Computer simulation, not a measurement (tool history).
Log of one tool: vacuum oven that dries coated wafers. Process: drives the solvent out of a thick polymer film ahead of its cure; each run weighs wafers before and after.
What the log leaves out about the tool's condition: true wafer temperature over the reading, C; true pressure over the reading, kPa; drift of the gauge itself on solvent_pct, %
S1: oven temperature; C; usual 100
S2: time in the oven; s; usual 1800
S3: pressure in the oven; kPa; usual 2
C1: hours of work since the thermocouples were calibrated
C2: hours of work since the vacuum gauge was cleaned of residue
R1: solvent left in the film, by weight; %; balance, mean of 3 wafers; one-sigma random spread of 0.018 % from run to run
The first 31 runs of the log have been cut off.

{"hour": 421.3, "done": "oven's thermocouples calibrated"}
{"run": 32, "hour": 436.1, "S1": 107, "S2": 900, "S3": 3.82, "C1": 7, "C2": 293, "R1": 3.08}
{"run": 33, "hour": 455.7, "S1": 112, "S2": 900, "S3": 2, "C1": 15, "C2": 302, "R1": 1.55}
{"run": 34, "hour": 474.5, "S1": 97, "S2": 1800, "S3": 1.19, "C1": 24, "C2": 310, "R1": 2.21}
{"run": 35, "hour": 493.3, "S1": 97, "S2": 1800, "S3": 1.19, "C1": 32, "C2": 319, "R1": 2.21}
{"run": 36, "hour": 508.8, "S1": 98, "S2": 1020, "S3": 2, "C1": 39, "C2": 326, "R1": 5.25}
{"run": 37, "hour": 520.3, "S1": 98, "S2": 1020, "S3": 2, "C1": 44, "C2": 331, "R1": 5.2}
{"run": 38, "hour": 530.3, "S1": 112, "S2": 1320, "S3": 3.75, "C1": 49, "C2": 335, "R1": 0.82}
{"hour": 545.7, "done": "oven's thermocouples calibrated, once more"}
{"run": 39, "hour": 549.0, "S1": 100, "S2": 1560, "S3": 2, "C1": 1, "C2": 343, "R1": 2.8}
{"run": 40, "hour": 563.1, "S1": 107, "S2": 2580, "S3": 1.11, "C1": 8, "C2": 349, "R1": 0.25}
{"run": 41, "hour": 577.9, "S1": 107, "S2": 2580, "S3": 1.11, "C1": 14, "C2": 356, "R1": 0.27}
{"run": 42, "hour": 594.2, "S1": 107, "S2": 1500, "S3": 6.08, "C1": 22, "C2": 363, "R1": 1.84}
{"run": 43, "hour": 605.6, "S1": 107, "S2": 1500, "S3": 6.08, "C1": 27, "C2": 368, "R1": 1.85}
{"run": 44, "hour": 622.3, "S1": 100, "S2": 1800, "S3": 7.2, "C1": 34, "C2": 376, "R1": 3.08}
{"run": 45, "hour": 640.7, "S1": 103, "S2": 1800, "S3": 2.93, "C1": 43, "C2": 384, "R1": 1.58}
{"run": 46, "hour": 650.0, "S1": 103, "S2": 1800, "S3": 2.93, "C1": 47, "C2": 388, "R1": 1.61}
{"run": 47, "hour": 662.2, "S1": 105, "S2": 2040, "S3": 7.96, "C1": 52, "C2": 394, "R1": 1.81}

Predict each of these 3 candidate next runs independently; none follows another, all start after run 47:
{"run": "A", "hour": 682.5, "S1": 90, "S2": 1020, "S3": 1.95, "C1": 61, "C2": 403, "R1": "?"}
{"run": "B", "hour": 682.5, "S1": 98, "S2": 1680, "S3": 2, "C1": 61, "C2": 403, "R1": "?"}
{"run": "C", "hour": 682.5, "S1": 96, "S2": 3120, "S3": 1.04, "C1": 61, "C2": 403, "R1": "?"}

run=A R1=9.68
run=B R1=2.99
run=C R1=0.98
With the hidden condition removed and each run's random variation left untouched, the same runs would have given:
run=A R1=9.65
run=B R1=2.96
run=C R1=0.95
